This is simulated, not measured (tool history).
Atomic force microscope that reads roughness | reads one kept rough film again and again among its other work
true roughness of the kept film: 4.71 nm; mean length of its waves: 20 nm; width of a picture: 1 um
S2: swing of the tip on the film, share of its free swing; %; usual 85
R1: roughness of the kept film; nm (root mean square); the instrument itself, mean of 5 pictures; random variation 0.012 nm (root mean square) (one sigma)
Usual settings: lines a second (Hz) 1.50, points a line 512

{"run": 1, "day": 0.0, "lines a second (Hz)": 1.5, "S2": 85, "points a line": 512, "R1": 2.774}
{"run": 2, "day": 0.608, "lines a second (Hz)": 1.5, "S2": 85, "points a line": 630, "R1": 2.68}
{"run": 3, "day": 1.238, "lines a second (Hz)": 1.03, "S2": 85, "points a line": 512, "R1": 2.709}
{"run": 4, "day": 1.767, "lines a second (Hz)": 1.03, "S2": 85, "points a line": 512, "R1": 2.652}
{"run": 5, "day": 2.35, "lines a second (Hz)": 1.5, "S2": 85, "points a line": 305, "R1": 2.446}
{"run": 6, "day": 2.812, "lines a second (Hz)": 1.5, "S2": 85, "points a line": 512, "R1": 2.428}
{"run": 7, "day": 3.412, "lines a second (Hz)": 1.5, "S2": 85, "points a line": 512, "R1": 2.381}
{"run": 8, "day": 3.912, "lines a second (Hz)": 1.19, "S2": 85, "points a line": 512, "R1": 2.393}
{"run": 9, "day": 4.288, "lines a second (Hz)": 3.08, "S2": 85, "points a line": 512, "R1": 2.055}
{"run": 10, "day": 4.871, "lines a second (Hz)": 3.08, "S2": 85, "points a line": 512, "R1": 2.008}
{"run": 11, "day": 5.354, "lines a second (Hz)": 3.08, "S2": 85, "points a line": 512, "R1": 1.955}
{"run": 12, "day": 5.904, "lines a second (Hz)": 3.08, "S2": 85, "points a line": 512, "R1": 1.904}
{"run": 13, "day": 6.5, "lines a second (Hz)": 3.08, "S2": 85, "points a line": 512, "R1": 1.882}
{"run": 14, "day": 7.029, "lines a second (Hz)": 3.08, "S2": 85, "points a line": 512, "R1": 1.844}
{"run": 15, "day": 7.633, "lines a second (Hz)": 1.5, "S2": 85, "points a line": 512, "R1": 2.05}
{"run": 16, "day": 8.075, "lines a second (Hz)": 1.5, "S2": 85, "points a line": 512, "R1": 2.008}
{"run": 17, "day": 8.654, "lines a second (Hz)": 1.5, "S2": 85, "points a line": 512, "R1": 1.956}
{"run": 18, "day": 9.192, "lines a second (Hz)": 1.5, "S2": 85, "points a line": 512, "R1": 1.937}
{"run": 19, "day": 9.821, "lines a second (Hz)": 1.5, "S2": 85, "points a line": 512, "R1": 1.892}
{"run": 20, "day": 10.221, "lines a second (Hz)": 1.5, "S2": 85, "points a line": 337, "R1": 1.848}
{"run": 21, "day": 10.525, "lines a second (Hz)": 1.5, "S2": 85, "points a line": 337, "R1": 1.824}
{"run": 22, "day": 10.971, "lines a second (Hz)": 1.5, "S2": 85, "points a line": 841, "R1": 1.83}
{"run": 23, "day": 11.338, "lines a second (Hz)": 1.5, "S2": 85, "points a line": 841, "R1": 1.818}
{"day": 11.562, "done": "new tip fitted"}
{"run": 24, "day": 11.65, "lines a second (Hz)": 1.5, "S2": 85, "points a line": 841, "R1": 2.724}
{"run": 25, "day": 12.021, "lines a second (Hz)": 1.5, "S2": 85, "points a line": 841, "R1": 2.666}
{"run": 26, "day": 12.367, "lines a second (Hz)": 2.52, "S2": 84, "points a line": 512, "R1": 2.424}
{"day": 12.454, "done": "height scale calibrated on a step standard"}
{"run": 27, "day": 12.762, "lines a second (Hz)": 1.5, "S2": 57, "points a line": 949, "R1": 2.864}
{"run": 28, "day": 13.388, "lines a second (Hz)": 1.5, "S2": 57, "points a line": 949, "R1": 2.754}
{"run": 29, "day": 13.95, "lines a second (Hz)": 1.84, "S2": 85, "points a line": 512, "R1": 2.363}
{"run": 30, "day": 14.217, "lines a second (Hz)": 1.84, "S2": 85, "points a line": 512, "R1": 2.361}
{"run": 31, "day": 14.525, "lines a second (Hz)": 1.5, "S2": 78, "points a line": 818, "R1": 2.487}
{"run": 32, "day": 15.171, "lines a second (Hz)": 1.5, "S2": 78, "points a line": 818, "R1": 2.432}
{"run": 33, "day": 15.592, "lines a second (Hz)": 1.5, "S2": 78, "points a line": 818, "R1": 2.362}
{"day": 15.738, "done": "height scale calibrated on a step standard, once more"}
{"run": 34, "day": 16.162, "lines a second (Hz)": 1.5, "S2": 78, "points a line": 818, "R1": 2.343}
{"run": 35, "day": 16.454, "lines a second (Hz)": 1.54, "S2": 64, "points a line": 818, "R1": 2.444}
{"run": 36, "day": 16.921, "lines a second (Hz)": 0.89, "S2": 57, "points a line": 512, "R1": 2.447}
{"run": 37, "day": 17.233, "lines a second (Hz)": 0.58, "S2": 74, "points a line": 812, "R1": 2.418}
{"run": 38, "day": 17.688, "lines a second (Hz)": 0.58, "S2": 74, "points a line": 812, "R1": 2.391}
{"run": 39, "day": 18.221, "lines a second (Hz)": 3.38, "S2": 62, "points a line": 474, "R1": 2.193}
{"run": 40, "day": 18.554, "lines a second (Hz)": 1.84, "S2": 75, "points a line": 705, "R1": 2.15}
{"run": 41, "day": 19.154, "lines a second (Hz)": 0.85, "S2": 55, "points a line": 512, "R1": 2.281}
{"run": 42, "day": 19.658, "lines a second (Hz)": 1.38, "S2": 55, "points a line": 315, "R1": 2.191}

3 ways to go on from here, each from the tool as it stands after run 42. What would each give?
{"run": "A", "day": 20.296, "lines a second (Hz)": 0.7, "S2": 85, "points a line": 619, "R1": "?"}
{"run": "B", "day": 20.296, "lines a second (Hz)": 2.55, "S2": 58, "points a line": 512, "R1": "?"}
{"run": "C", "day": 20.296, "lines a second (Hz)": 1.5, "S2": 57, "points a line": 512, "R1": "?"}

run=A R1=2.082
run=B R1=2.127
run=C R1=2.168
Without the tool's hidden state the same runs would have given:
run=A R1=2.976
run=B R1=3.039
run=C R1=3.098

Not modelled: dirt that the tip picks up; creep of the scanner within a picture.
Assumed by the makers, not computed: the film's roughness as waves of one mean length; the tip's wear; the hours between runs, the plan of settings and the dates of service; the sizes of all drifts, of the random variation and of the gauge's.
